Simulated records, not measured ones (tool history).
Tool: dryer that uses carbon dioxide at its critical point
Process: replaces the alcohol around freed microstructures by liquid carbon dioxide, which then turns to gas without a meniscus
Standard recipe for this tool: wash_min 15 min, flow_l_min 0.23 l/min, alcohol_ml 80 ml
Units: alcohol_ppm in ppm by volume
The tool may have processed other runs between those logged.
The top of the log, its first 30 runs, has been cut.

run    hour  wash_min  flow_l_min  alcohol_ml  alcohol_ppm
 31   821.9        21       0.162         110         1019
 32   849.5        10        0.23          77         4104
 33   878.9        10        0.23          77         4323
 34   905.9        20       0.175          30          274
 35   932.9        20       0.175          30          309
 36   950.4        20       0.175          30          313
 37   969.7        11        0.23          30         1354
 38   988.3        11        0.23          30         1301
 39  1007.8        11       0.145          30         5630
     1029.8  -- inlet filter changed
 40  1029.9        11       0.145          30         3663
 41  1059.3        10        0.16          30         3655
 42  1092.4        10        0.16          30         3708
 43  1121.1        10        0.16          30         3927
 44  1138.7        15       0.304          22           73
 45  1157.3        19       0.261          44           66
 46  1183.4        19       0.261          44           77
 47  1219.8        19       0.261          44           87

Each row is a separate what-if for the run after 47, all from the same tool condition, not one after another. Results?
  A  1245.2        13       0.261          46            ?
  B  1245.2        12       0.164          80            ?
  C  1245.2        13       0.217          76            ?
  D  1245.2        19       0.261          69            ?

run  alcohol_ppm
  A          383
  B         5937
  C         1438
  D           95
Without the tool's unlogged condition, the same runs would have read:
run  alcohol_ppm
  A          230
  B         4795
  C         1029
  D           23
